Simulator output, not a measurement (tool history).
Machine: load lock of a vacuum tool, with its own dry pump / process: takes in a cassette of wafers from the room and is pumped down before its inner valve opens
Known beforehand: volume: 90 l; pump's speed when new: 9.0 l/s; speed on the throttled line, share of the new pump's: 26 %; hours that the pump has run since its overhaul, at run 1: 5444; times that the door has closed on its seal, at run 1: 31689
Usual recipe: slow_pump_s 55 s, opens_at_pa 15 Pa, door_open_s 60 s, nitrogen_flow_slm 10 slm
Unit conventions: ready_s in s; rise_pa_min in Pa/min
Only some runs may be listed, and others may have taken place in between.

| run | day | slow_pump_s | opens_at_pa | door_open_s | nitrogen_flow_slm | hours that the pump has run since its overhaul | times that the door has closed on its seal | incoming humidity of the room's air, % | ready_s | rise_pa_min |
|---|---|---|---|---|---|---|---|---|---|---|
| 1 | 0 | 55 | 15 | 60 | 10 | 5444 | 31689 | 43.3 | 135 | 0.184 |
| 2 | 15.533 | 55 | 15 | 60 | 10 | 5816 | 32433 | 46.6 | 135 | 0.192 |
| 3 | 26.871 | 50 | 15 | 60 | 10 | 6089 | 32976 | 47.2 | 132.4 | 0.204 |
| 4 | 34.367 | 50 | 15 | 60 | 10 | 6269 | 33335 | 47.7 | 133.2 | 0.201 |
| 5 | 51.346 | 50 | 15 | 60 | 10 | 6676 | 34148 | 41.9 | 132.3 | 0.207 |
| 6 | 61.417 | 50 | 15 | 60 | 10 | 6918 | 34631 | 47.2 | 133.2 | 0.213 |
| 7 | 75.292 | 55 | 15 | 60 | 10 | 7251 | 35295 | 45.5 | 137 | 0.226 |
| 8 | 82.967 | 55 | 15 | 60 | 10 | 7435 | 35663 | 45.4 | 136.8 | 0.222 |
| 9 | 91.521 | 55 | 15 | 60 | 10 | 7640 | 36072 | 42.9 | 136.8 | 0.23 |
| 10 | 98.538 | 32 | 13 | 94 | 9 | 7809 | 36408 | 43 | 123 | 0.24 |
| 11 | 106.646 | 57 | 28 | 60 | 7 | 8003 | 36797 | 46.4 | 132.7 | 0.237 |
| 12 | 122.467 | 57 | 28 | 31 | 4 | 8383 | 37555 | 45.3 | 132.9 | 0.235 |
| 13 | 130.146 | 28 | 14 | 37 | 7 | 8567 | 37922 | 45.6 | 119.7 | 0.238 |
| 14 | 147.425 | 68 | 21 | 37 | 7 | 8982 | 38750 | 45.7 | 144.1 | 0.245 |

Predict the results of run 15:
|  | 155.579 | door's seal changed, seat wiped |
| 15 | 158.438 | 68 | 21 | 37 | 7 | 9245 | 137 | 44.2 | ? | ? |

{"run 15": {"ready_s": 144, "rise_pa_min": 0.023}}
With no hidden state in the tool, this same run would have given ready_s 135.3 s, rise_pa_min 0.024 Pa/min.

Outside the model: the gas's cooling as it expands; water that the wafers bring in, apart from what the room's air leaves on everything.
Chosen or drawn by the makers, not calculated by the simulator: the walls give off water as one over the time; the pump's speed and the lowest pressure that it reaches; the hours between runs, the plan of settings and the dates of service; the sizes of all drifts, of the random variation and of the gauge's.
